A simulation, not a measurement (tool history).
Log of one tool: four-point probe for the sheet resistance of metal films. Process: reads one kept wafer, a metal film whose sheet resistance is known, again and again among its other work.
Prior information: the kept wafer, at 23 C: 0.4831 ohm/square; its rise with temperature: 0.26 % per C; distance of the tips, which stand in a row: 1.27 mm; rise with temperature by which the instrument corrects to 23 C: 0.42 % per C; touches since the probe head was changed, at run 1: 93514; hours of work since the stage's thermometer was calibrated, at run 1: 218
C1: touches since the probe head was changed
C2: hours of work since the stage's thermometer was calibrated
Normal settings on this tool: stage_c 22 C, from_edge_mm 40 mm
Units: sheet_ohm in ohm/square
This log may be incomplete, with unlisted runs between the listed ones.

run 1 day=0.000 | stage_c=22 from_edge_mm=40 | C1=93514 C2=218 | sheet_ohm=0.482970
run 2 day=2.492 | stage_c=22 from_edge_mm=73 | C1=95209 C2=254 | sheet_ohm=0.482586
run 3 day=7.221 | stage_c=22 from_edge_mm=73 | C1=98423 C2=323 | sheet_ohm=0.482482
run 4 day=11.746 | stage_c=22 from_edge_mm=73 | C1=101501 C2=388 | sheet_ohm=0.482481
run 5 day=13.896 | stage_c=25 from_edge_mm=40 | C1=102962 C2=419 | sheet_ohm=0.480145
run 6 day=18.621 | stage_c=25 from_edge_mm=40 | C1=106174 C2=488 | sheet_ohm=0.480073
run 7 day=23.142 | stage_c=25 from_edge_mm=40 | C1=109248 C2=553 | sheet_ohm=0.480005
run 8 day=27.658 | stage_c=25 from_edge_mm=40 | C1=112318 C2=618 | sheet_ohm=0.479916
run 9 day=29.858 | stage_c=22 from_edge_mm=40 | C1=113816 C2=650 | sheet_ohm=0.482049
run 10 day=33.075 | stage_c=22 from_edge_mm=40 | C1=116001 C2=697 | sheet_ohm=0.482079
run 11 day=35.883 | stage_c=22 from_edge_mm=40 | C1=117912 C2=738 | sheet_ohm=0.482093
run 12 day=40.604 | stage_c=22 from_edge_mm=40 | C1=121121 C2=806 | sheet_ohm=0.482084
run 13 day=44.433 | stage_c=22 from_edge_mm=40 | C1=123725 C2=861 | sheet_ohm=0.481934
run 14 day=46.575 | stage_c=22 from_edge_mm=40 | C1=125182 C2=892 | sheet_ohm=0.482002
run 15 day=49.579 | stage_c=22 from_edge_mm=40 | C1=127225 C2=936 | sheet_ohm=0.481897
run 16 day=53.488 | stage_c=22 from_edge_mm=40 | C1=129881 C2=992 | sheet_ohm=0.481638
run 17 day=56.512 | stage_c=20 from_edge_mm=40 | C1=131937 C2=1036 | sheet_ohm=0.483200
run 18 day=60.021 | stage_c=20 from_edge_mm=40 | C1=134324 C2=1087 | sheet_ohm=0.483067
run 19 day=62.212 | stage_c=20 from_edge_mm=40 | C1=135813 C2=1119 | sheet_ohm=0.483120
run 20 day=65.754 | stage_c=20 from_edge_mm=40 | C1=138222 C2=1170 | sheet_ohm=0.483028
run 21 day=70.408 | stage_c=20 from_edge_mm=40 | C1=141385 C2=1237 | sheet_ohm=0.482889
run 22 day=73.612 | stage_c=20 from_edge_mm=40 | C1=143563 C2=1284 | sheet_ohm=0.482916
run 23 day=77.150 | stage_c=22 from_edge_mm=5 | C1=145969 C2=1335 | sheet_ohm=0.497247
run 24 day=79.250 | stage_c=28 from_edge_mm=10 | C1=147399 C2=1365 | sheet_ohm=0.480601
run 25 day=81.212 | stage_c=28 from_edge_mm=10 | C1=148731 C2=1394 | sheet_ohm=0.480532
run 26 day=84.154 | stage_c=28 from_edge_mm=10 | C1=150731 C2=1436 | sheet_ohm=0.480574
run 27 day=86.354 | stage_c=28 from_edge_mm=10 | C1=152229 C2=1468 | sheet_ohm=0.480497
run 28 day=90.333 | stage_c=25 from_edge_mm=37 | C1=154933 C2=1526 | sheet_ohm=0.478839
run 29 day=94.558 | stage_c=25 from_edge_mm=37 | C1=157805 C2=1587 | sheet_ohm=0.478737
run 30 day=97.625 | stage_c=30 from_edge_mm=14 | C1=159890 C2=1631 | sheet_ohm=0.476814
run 31 day=100.450 | stage_c=30 from_edge_mm=14 | C1=161813 C2=1672 | sheet_ohm=0.476804
-- day=103.442 stage's thermometer calibrated
run 32 day=103.492 | stage_c=30 from_edge_mm=14 | C1=163867 C2=1 | sheet_ohm=0.477375
-- day=104.950 new probe head fitted
run 33 day=105.958 | stage_c=22 from_edge_mm=8 | C1=683 C2=36 | sheet_ohm=0.490170
run 34 day=110.454 | stage_c=25 from_edge_mm=18 | C1=3740 C2=101 | sheet_ohm=0.482843
run 35 day=113.375 | stage_c=20 from_edge_mm=48 | C1=5728 C2=143 | sheet_ohm=0.485320
run 36 day=118.008 | stage_c=20 from_edge_mm=5 | C1=8878 C2=210 | sheet_ohm=0.501415
run 37 day=121.929 | stage_c=20 from_edge_mm=5 | C1=11543 C2=267 | sheet_ohm=0.501328
run 38 day=124.896 | stage_c=22 from_edge_mm=24 | C1=13561 C2=310 | sheet_ohm=0.484331
run 39 day=128.504 | stage_c=21 from_edge_mm=6 | C1=16015 C2=362 | sheet_ohm=0.495499
run 40 day=132.350 | stage_c=18 from_edge_mm=26 | C1=18629 C2=418 | sheet_ohm=0.487120
run 41 day=135.979 | stage_c=29 from_edge_mm=56 | C1=21096 C2=470 | sheet_ohm=0.478122
run 42 day=140.208 | stage_c=29 from_edge_mm=56 | C1=23971 C2=532 | sheet_ohm=0.478088
run 43 day=142.654 | stage_c=29 from_edge_mm=56 | C1=25635 C2=567 | sheet_ohm=0.478020
run 44 day=146.783 | stage_c=33 from_edge_mm=5 | C1=28442 C2=627 | sheet_ohm=0.490909

Selected run-to-run steps in sheet_ohm, each split into two signed amounts: the part the tool would show with no hidden state at all (from settings, incoming material and random variation), and the remainder, which goes to the hidden state together with any gauge scatter not common to the measured and the hidden-state-free results:
The hidden state here: inner tips' distance over the nominal, %; tips' flats over new ones', %; wafer's true temperature over the reading, C; drift of the gauge itself on sheet_ohm, %.
Run 22 -> 23: stage_c 20 -> 22, from_edge_mm 40 -> 5. sheet_ohm +0.014331 ohm/square: hidden state -0.000146, all else +0.014477.
Run 23 -> 24: stage_c 22 -> 28, from_edge_mm 5 -> 10. sheet_ohm -0.016646 ohm/square: hidden state +0.000058, all else -0.016704.
Run 31 -> 32: stage's thermometer calibrated. sheet_ohm +0.000571 ohm/square: hidden state +0.000747, all else -0.000176.
Run 32 -> 33: stage_c 30 -> 22, from_edge_mm 14 -> 8, new probe head fitted. sheet_ohm +0.012795 ohm/square: hidden state +0.002458, all else +0.010337.
Run 35 -> 36: from_edge_mm 48 -> 5. sheet_ohm +0.016095 ohm/square: hidden state -0.000102, all else +0.016197.
Run 37 -> 38: stage_c 20 -> 22, from_edge_mm 5 -> 24. sheet_ohm -0.016997 ohm/square: hidden state -0.000047, all else -0.016950.
